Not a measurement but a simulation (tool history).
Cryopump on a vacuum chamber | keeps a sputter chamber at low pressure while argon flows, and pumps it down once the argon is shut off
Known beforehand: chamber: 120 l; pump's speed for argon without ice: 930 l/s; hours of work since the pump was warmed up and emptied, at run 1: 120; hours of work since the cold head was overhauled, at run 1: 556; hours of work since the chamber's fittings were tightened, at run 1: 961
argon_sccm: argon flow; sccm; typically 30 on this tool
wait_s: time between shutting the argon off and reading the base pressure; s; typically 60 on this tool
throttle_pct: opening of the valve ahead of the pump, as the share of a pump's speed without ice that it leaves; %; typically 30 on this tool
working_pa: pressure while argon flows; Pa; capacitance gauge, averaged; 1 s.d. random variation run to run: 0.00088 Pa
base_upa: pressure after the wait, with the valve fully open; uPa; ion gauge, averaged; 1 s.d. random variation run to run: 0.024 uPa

run,hour,argon_sccm,wait_s,throttle_pct,hours of work since the pump was warmed up and emptied,hours of work since the cold head was overhauled,hours of work since the chamber's fittings were tightened,working_pa,base_upa
1,0,30,60,30,120,556,961,0.1856,1.18
2,16.1,30,60,30,134,570,974,0.1861,1.2
3,25,30,60,30,141,577,982,0.1874,1.18
4,34.1,30,60,30,149,585,989,0.1866,1.22
5,44.8,30,60,30,157,593,998,0.1857,1.17
6,61.3,30,60,30,171,607,1012,0.1859,1.24
7,78.1,30,60,30,185,621,1025,0.1884,1.22
8,88.3,30,60,30,193,629,1034,0.1896,1.22
9,96.5,30,194,30,200,636,1041,0.1893,0.83
10,104.4,30,94,27,207,643,1047,0.2101,0.95
11,112.5,36,38,31,213,649,1054,0.2202,1.61
12,126,18,60,30,224,660,1065,0.113,1.28
13,141.8,18,60,30,237,673,1078,0.1136,1.23
14,159.8,18,277,36,252,688,1093,0.0956,0.83
15,173.8,19,262,52,264,700,1104,0.0718,0.82
16,187.8,16,102,33,275,711,1116,0.0934,1.04

What if the next run were any one of these 5? Each begins from the tool's condition after run 16:
A,195.6,57,223,47,282,718,1122,?,?
B,195.6,21,102,24,282,718,1122,?,?
C,195.6,16,83,27,282,718,1122,?,?
D,195.6,15,300,53,282,718,1122,?,?
E,195.6,22,60,27,282,718,1122,?,?

run,working_pa,base_upa
A,0.2388,0.8
B,0.1658,1.04
C,0.1125,1.1
D,0.0564,0.82
E,0.1542,1.25
Without the tool's hidden state the same runs would have given:
run,working_pa,base_upa
A,0.2209,0.42
B,0.1592,0.67
C,0.1075,0.73
D,0.0517,0.45
E,0.1473,0.88
